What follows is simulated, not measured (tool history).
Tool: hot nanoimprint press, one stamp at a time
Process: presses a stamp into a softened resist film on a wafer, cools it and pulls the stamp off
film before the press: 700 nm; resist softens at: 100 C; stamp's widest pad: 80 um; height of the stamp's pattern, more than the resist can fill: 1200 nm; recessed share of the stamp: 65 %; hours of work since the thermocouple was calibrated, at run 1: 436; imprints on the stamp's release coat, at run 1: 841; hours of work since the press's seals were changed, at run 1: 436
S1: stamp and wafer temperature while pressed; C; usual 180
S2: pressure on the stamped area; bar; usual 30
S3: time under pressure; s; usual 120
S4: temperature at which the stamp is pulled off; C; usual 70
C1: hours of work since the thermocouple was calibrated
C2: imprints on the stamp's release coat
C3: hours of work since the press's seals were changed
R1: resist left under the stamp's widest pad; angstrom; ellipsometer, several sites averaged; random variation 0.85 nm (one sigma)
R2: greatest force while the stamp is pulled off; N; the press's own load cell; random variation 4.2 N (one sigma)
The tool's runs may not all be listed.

run	day	S1	S2	S3	S4	C1	C2	C3	R1	R2
1	0	180	30	120	70	436	841	436	3818	282
# day 2.1: stamp cleaned and given a new release coat
2	2.867	180	30	120	70	471	79	471	3808	221
# day 4.196: plate thermocouple calibrated
3	5.538	180	30	120	70	18	341	505	3765	241
4	8.346	180	30	120	70	55	629	542	3736	252
# day 10.508: plate thermocouple calibrated, once more
5	10.508	180	30	120	70	0	839	569	4059	282
# day 12.771: stamp cleaned and given a new release coat
6	13.217	183	30	120	70	33	46	602	3665	228
7	16.333	183	30	120	70	74	367	643	3638	260
# day 17.704: press's hydraulic seals changed and the load cell set to zero
8	19.283	180	30	120	70	109	636	21	3892	268
9	21.117	180	30	120	70	133	824	45	3882	285
# day 23.354: stamp cleaned and given a new release coat
10	23.904	170	30	120	70	167	57	79	5291	223
11	27.012	180	30	118	70	208	377	120	3891	249
12	30.338	180	30	118	70	252	718	164	3870	266
# day 33.65: stamp cleaned and given a new release coat
13	34.55	180	30	118	70	305	93	217	3860	230
14	37.788	180	30	118	70	348	426	260	3839	251
15	40.15	180	30	152	65	379	669	291	3550	292
# day 43.988: stamp cleaned and given a new release coat
16	44.217	180	30	152	65	430	24	342	3537	241
17	47.433	180	30	152	65	472	355	385	3530	267
# day 48.692: plate thermocouple calibrated
18	50.179	180	42.1	152	65	20	624	419	3115	285
# day 54.25: stamp cleaned and given a new release coat
19	54.25	180	42.1	152	76	70	0	470	3113	198
20	55.996	179	23.5	152	76	94	179	493	4268	211
21	59.142	181	44.3	152	56	135	503	535	2895	312
22	61.146	181	44.3	152	56	162	709	562	2907	335
23	63.683	169	30	171	60	196	970	595	5059	347
# day 64.654: stamp cleaned and given a new release coat
24	66.458	169	30	171	60	229	185	629	5063	266
# day 68.817: press's hydraulic seals changed and the load cell set to zero
25	68.817	179	18.2	120	55	256	393	0	4892	298
26	70.85	187	39	66	55	283	602	27	3133	320
27	74.558	180	30	154	70	332	984	76	3502	284
# day 75.446: stamp cleaned and given a new release coat
28	76.479	186	30	154	68	354	106	98	2821	237

Forecast each of these 3 alternatives for the next run:
A	79.633	186	30	65	62	396	431	140	?	?
B	79.633	176	30	154	66	396	431	140	?	?
C	79.633	185	25.7	120	70	396	431	140	?	?

run	R1	R2
A	3727	286
B	4021	279
C	3443	252
Without the tool's hidden state the same runs would have given:
run	R1	R2
A	3883	257
B	4205	251
C	3599	226
